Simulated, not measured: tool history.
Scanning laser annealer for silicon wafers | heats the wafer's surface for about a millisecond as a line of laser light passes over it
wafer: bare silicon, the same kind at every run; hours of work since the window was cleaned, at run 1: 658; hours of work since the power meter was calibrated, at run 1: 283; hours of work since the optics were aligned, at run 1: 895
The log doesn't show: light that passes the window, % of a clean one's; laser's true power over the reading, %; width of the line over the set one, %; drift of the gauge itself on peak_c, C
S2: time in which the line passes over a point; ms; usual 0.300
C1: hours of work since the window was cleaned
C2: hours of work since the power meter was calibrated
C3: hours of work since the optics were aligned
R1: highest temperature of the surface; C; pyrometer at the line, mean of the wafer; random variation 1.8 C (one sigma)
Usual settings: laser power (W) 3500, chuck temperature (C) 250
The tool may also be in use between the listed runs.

{"run": 1, "hour": 0.0, "laser power (W)": 3500, "S2": 0.3, "chuck temperature (C)": 250, "C1": 658, "C2": 283, "C3": 895, "R1": 920}
{"run": 2, "hour": 9.7, "laser power (W)": 3459, "S2": 0.3, "chuck temperature (C)": 250, "C1": 664, "C2": 288, "C3": 900, "R1": 912}
{"run": 3, "hour": 17.4, "laser power (W)": 3500, "S2": 0.3, "chuck temperature (C)": 250, "C1": 668, "C2": 292, "C3": 905, "R1": 921}
{"run": 4, "hour": 25.5, "laser power (W)": 3500, "S2": 0.3, "chuck temperature (C)": 250, "C1": 672, "C2": 297, "C3": 909, "R1": 924}
{"run": 5, "hour": 36.7, "laser power (W)": 3500, "S2": 0.3, "chuck temperature (C)": 250, "C1": 679, "C2": 303, "C3": 916, "R1": 923}
{"run": 6, "hour": 48.1, "laser power (W)": 3500, "S2": 0.3, "chuck temperature (C)": 250, "C1": 685, "C2": 310, "C3": 922, "R1": 920}
{"run": 7, "hour": 62.0, "laser power (W)": 3500, "S2": 0.3, "chuck temperature (C)": 250, "C1": 693, "C2": 318, "C3": 930, "R1": 920}
{"run": 8, "hour": 76.7, "laser power (W)": 3608, "S2": 0.3, "chuck temperature (C)": 250, "C1": 701, "C2": 326, "C3": 938, "R1": 938}
{"run": 9, "hour": 90.6, "laser power (W)": 3651, "S2": 0.3, "chuck temperature (C)": 250, "C1": 709, "C2": 334, "C3": 946, "R1": 944}
{"run": 10, "hour": 103.6, "laser power (W)": 3651, "S2": 0.3, "chuck temperature (C)": 250, "C1": 717, "C2": 341, "C3": 953, "R1": 947}
{"run": 11, "hour": 115.1, "laser power (W)": 3064, "S2": 0.3, "chuck temperature (C)": 279, "C1": 723, "C2": 347, "C3": 960, "R1": 873}
{"run": 12, "hour": 128.1, "laser power (W)": 3064, "S2": 0.3, "chuck temperature (C)": 279, "C1": 730, "C2": 355, "C3": 967, "R1": 870}
{"run": 13, "hour": 135.3, "laser power (W)": 3500, "S2": 0.3, "chuck temperature (C)": 213, "C1": 734, "C2": 359, "C3": 971, "R1": 880}
{"run": 14, "hour": 144.7, "laser power (W)": 3773, "S2": 0.27, "chuck temperature (C)": 213, "C1": 740, "C2": 364, "C3": 977, "R1": 894}
{"run": 15, "hour": 152.6, "laser power (W)": 3448, "S2": 0.22, "chuck temperature (C)": 213, "C1": 744, "C2": 369, "C3": 981, "R1": 776}
{"run": 16, "hour": 166.6, "laser power (W)": 3448, "S2": 0.22, "chuck temperature (C)": 213, "C1": 752, "C2": 377, "C3": 989, "R1": 777}

Hidden state or all else? Some run-to-run changes of R1, split into what the settings, what came in and random variation would give without the hidden state, and what is left for the hidden state (with any gauge scatter that isn't in both results):
Run 14 -> 15: laser power (W) 3773 -> 3448, S2 0.270 -> 0.220. R1 -118 C: hidden state +6, all else -124.
